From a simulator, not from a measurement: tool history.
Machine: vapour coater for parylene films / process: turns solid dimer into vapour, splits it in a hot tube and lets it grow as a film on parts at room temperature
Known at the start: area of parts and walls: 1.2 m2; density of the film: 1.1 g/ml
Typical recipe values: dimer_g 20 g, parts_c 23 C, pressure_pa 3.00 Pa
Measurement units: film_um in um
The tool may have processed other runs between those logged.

run,hour,dimer_g,parts_c,pressure_pa,film_um
1,0.0,20,23,3.00,7.51
2,27.1,14,23,3.00,5.25
3,74.6,14,23,3.00,5.28
4,97.1,20,25,3.00,7.05
5,135.4,20,25,3.00,6.96
6,178.0,20,15,3.00,9.73
# hour 194.5: table's thermometer calibrated
# hour 201.0: trap's valve overhauled
7,234.1,20,23,3.00,7.65
8,259.4,11,23,3.00,4.17
9,291.5,8,23,5.37,2.66
10,341.0,8,23,5.37,2.63
# hour 355.4: table's thermometer calibrated, once more
11,375.5,8,23,5.37,2.80
12,404.4,8,23,5.37,2.80
13,450.4,8,23,5.37,2.80
14,474.1,32,26,5.14,10.09
15,506.5,20,23,10.15,5.96
16,542.5,28,32,11.40,5.92

3 ways to go on from here, each from the tool as it stands after run 16. What would each give?
A,580.1,10,27,2.15,?
B,580.1,36,32,11.40,?
C,580.1,28,23,11.40,?

run,film_um
A,3.78
B,7.63
C,8.02
Take away the tool's hidden state, keep each run's random variation, and the runs would have read:
run,film_um
A,3.90
B,7.88
C,8.28

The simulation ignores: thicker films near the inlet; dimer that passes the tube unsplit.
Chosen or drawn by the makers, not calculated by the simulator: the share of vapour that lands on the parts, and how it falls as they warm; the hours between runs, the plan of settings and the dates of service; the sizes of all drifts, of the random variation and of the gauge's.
